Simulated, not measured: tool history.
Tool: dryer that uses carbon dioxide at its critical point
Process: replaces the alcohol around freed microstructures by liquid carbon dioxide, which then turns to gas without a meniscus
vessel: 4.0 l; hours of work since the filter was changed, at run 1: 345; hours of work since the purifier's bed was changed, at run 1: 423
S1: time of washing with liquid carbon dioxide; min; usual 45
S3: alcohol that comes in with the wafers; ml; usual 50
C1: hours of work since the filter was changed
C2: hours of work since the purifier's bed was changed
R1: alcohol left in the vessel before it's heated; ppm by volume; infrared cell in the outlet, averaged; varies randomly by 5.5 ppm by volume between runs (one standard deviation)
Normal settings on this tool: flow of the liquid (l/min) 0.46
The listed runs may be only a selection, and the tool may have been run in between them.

Run 1, hour 0: usual settings; C1 345; C2 423. Result: R1 288 ppm by volume.
Run 2, hour 20: usual settings but S1 60 min; C1 357; C2 435. Result: R1 121 ppm by volume.
Run 3, hour 37.9: usual settings but S1 60 min; C1 367; C2 445. Result: R1 123 ppm by volume.
Run 4, hour 59.3: usual settings but S1 60 min; C1 379; C2 457. Result: R1 136 ppm by volume.
Run 5, hour 68.1: usual settings but S3 64 ml; C1 384; C2 462. Result: R1 403 ppm by volume.
Run 6, hour 88.4: usual settings but S3 64 ml; C1 396; C2 474. Result: R1 393 ppm by volume.
Run 7, hour 101.3: usual settings but S3 64 ml; C1 403; C2 481. Result: R1 398 ppm by volume.
Run 8, hour 115.4: usual settings but flow of the liquid (l/min) 0.724; C1 411; C2 489. Result: R1 87 ppm by volume.
Run 9, hour 135.6: usual settings but flow of the liquid (l/min) 0.451; C1 423; C2 501. Result: R1 361 ppm by volume.
Run 10, hour 151.3: usual settings; C1 432; C2 510. Result: R1 339 ppm by volume.
Run 11, hour 165: usual settings but S3 24 ml; C1 439; C2 518. Result: R1 206 ppm by volume.
Run 12, hour 177: usual settings but S1 31 min, S3 81 ml; C1 446; C2 524. Result: R1 1526 ppm by volume.
Run 13, hour 192.6: usual settings but S1 34 min, S3 58 ml; C1 455; C2 533. Result: R1 914 ppm by volume.
Run 14, hour 207.9: usual settings but S1 34 min, S3 58 ml; C1 464; C2 542. Result: R1 907 ppm by volume.
Run 15, hour 224.8: usual settings but flow of the liquid (l/min) 0.313, S3 109 ml; C1 474; C2 552. Result: R1 2333 ppm by volume.
Run 16, hour 236.5: usual settings but flow of the liquid (l/min) 0.313, S3 109 ml; C1 480; C2 558. Result: R1 2374 ppm by volume.
At hour 239.5: inlet filter changed.
Run 17, hour 247.5: usual settings but S1 37 min, flow of the liquid (l/min) 0.401; C1 5; C2 564. Result: R1 610 ppm by volume.
Run 18, hour 259.5: usual settings but S1 48 min, flow of the liquid (l/min) 0.734, S3 74 ml; C1 11; C2 571. Result: R1 80 ppm by volume.
Run 19, hour 279.9: usual settings but S1 47 min, flow of the liquid (l/min) 0.279; C1 23; C2 583. Result: R1 950 ppm by volume.
Run 20, hour 300.5: usual settings but S1 47 min, flow of the liquid (l/min) 0.279; C1 35; C2 594. Result: R1 923 ppm by volume.
Run 21, hour 313.9: usual settings but S1 29 min, flow of the liquid (l/min) 0.279; C1 42; C2 602. Result: R1 2409 ppm by volume.

Alternative continuations, all from the tool just after run 21; predict every row:
Run A, hour 322.9: usual settings but S3 59 ml; C1 48; C2 607. Result: R1 ?.
Run B, hour 322.9: usual settings but S1 51 min, flow of the liquid (l/min) 0.678; C1 48; C2 607. Result: R1 ?.
Run C, hour 322.9: usual settings but S1 52 min, flow of the liquid (l/min) 0.279, S3 25 ml; C1 48; C2 607. Result: R1 ?.

run   R1
  A  267
  B   91
  C  398
The same runs, with their run-to-run variation unchanged, on a tool lacking any hidden condition would have given:
run   R1
  A  183
  B   20
  C  313

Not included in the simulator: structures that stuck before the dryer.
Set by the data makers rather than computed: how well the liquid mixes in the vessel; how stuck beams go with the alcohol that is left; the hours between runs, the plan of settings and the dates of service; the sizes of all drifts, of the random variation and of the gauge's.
